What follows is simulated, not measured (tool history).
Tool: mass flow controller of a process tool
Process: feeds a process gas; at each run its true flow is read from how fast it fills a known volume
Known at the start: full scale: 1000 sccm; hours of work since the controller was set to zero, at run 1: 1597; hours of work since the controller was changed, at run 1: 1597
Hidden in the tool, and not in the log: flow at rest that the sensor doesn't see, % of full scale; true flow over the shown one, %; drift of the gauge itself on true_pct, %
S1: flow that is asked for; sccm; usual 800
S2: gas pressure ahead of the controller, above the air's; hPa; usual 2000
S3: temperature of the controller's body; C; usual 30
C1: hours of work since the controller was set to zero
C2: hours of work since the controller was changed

run 1 hour=0.0 | S1=800 S2=2000 S3=30 | C1=1597 C2=1597 | true_flow_(%)=98.49
run 2 hour=64.1 | S1=800 S2=2000 S3=30 | C1=1634 C2=1634 | true_flow_(%)=98.45
run 3 hour=116.3 | S1=800 S2=2100 S3=30 | C1=1663 C2=1663 | true_flow_(%)=98.43
run 4 hour=197.6 | S1=800 S2=2100 S3=30 | C1=1709 C2=1709 | true_flow_(%)=98.34
run 5 hour=273.2 | S1=800 S2=2100 S3=30 | C1=1752 C2=1752 | true_flow_(%)=98.39
run 6 hour=337.3 | S1=970 S2=2000 S3=30 | C1=1788 C2=1788 | true_flow_(%)=98.73
run 7 hour=437.0 | S1=970 S2=2000 S3=30 | C1=1844 C2=1844 | true_flow_(%)=98.72
run 8 hour=511.6 | S1=970 S2=2000 S3=30 | C1=1886 C2=1886 | true_flow_(%)=98.60
run 9 hour=607.7 | S1=970 S2=2000 S3=30 | C1=1940 C2=1940 | true_flow_(%)=98.65
run 10 hour=671.7 | S1=970 S2=2000 S3=30 | C1=1976 C2=1976 | true_flow_(%)=98.76
run 11 hour=732.9 | S1=970 S2=2000 S3=30 | C1=2011 C2=2011 | true_flow_(%)=98.73
run 12 hour=792.8 | S1=800 S2=2000 S3=30 | C1=2045 C2=2045 | true_flow_(%)=98.26
run 13 hour=848.5 | S1=800 S2=2000 S3=30 | C1=2076 C2=2076 | true_flow_(%)=98.20
run 14 hour=928.1 | S1=800 S2=2000 S3=30 | C1=2121 C2=2121 | true_flow_(%)=98.26
run 15 hour=985.0 | S1=361 S2=2000 S3=30 | C1=2153 C2=2153 | true_flow_(%)=97.29
run 16 hour=1052.2 | S1=361 S2=2000 S3=30 | C1=2191 C2=2191 | true_flow_(%)=97.35
run 17 hour=1152.7 | S1=361 S2=2000 S3=30 | C1=2247 C2=2247 | true_flow_(%)=97.33
run 18 hour=1224.7 | S1=398 S2=1730 S3=24 | C1=2288 C2=2288 | true_flow_(%)=97.68
run 19 hour=1279.6 | S1=398 S2=1520 S3=32 | C1=2319 C2=2319 | true_flow_(%)=97.31
run 20 hour=1383.7 | S1=398 S2=1520 S3=32 | C1=2378 C2=2378 | true_flow_(%)=97.18

The next listed run, before its measurement:
run 21 hour=1486.7 | S1=398 S2=1520 S3=32 | C1=2436 C2=2436 | true_flow_(%)=?

Run 21 gave true flow (%) 97.35.
Without the tool's hidden state the same run would have given true flow (%) 98.21.
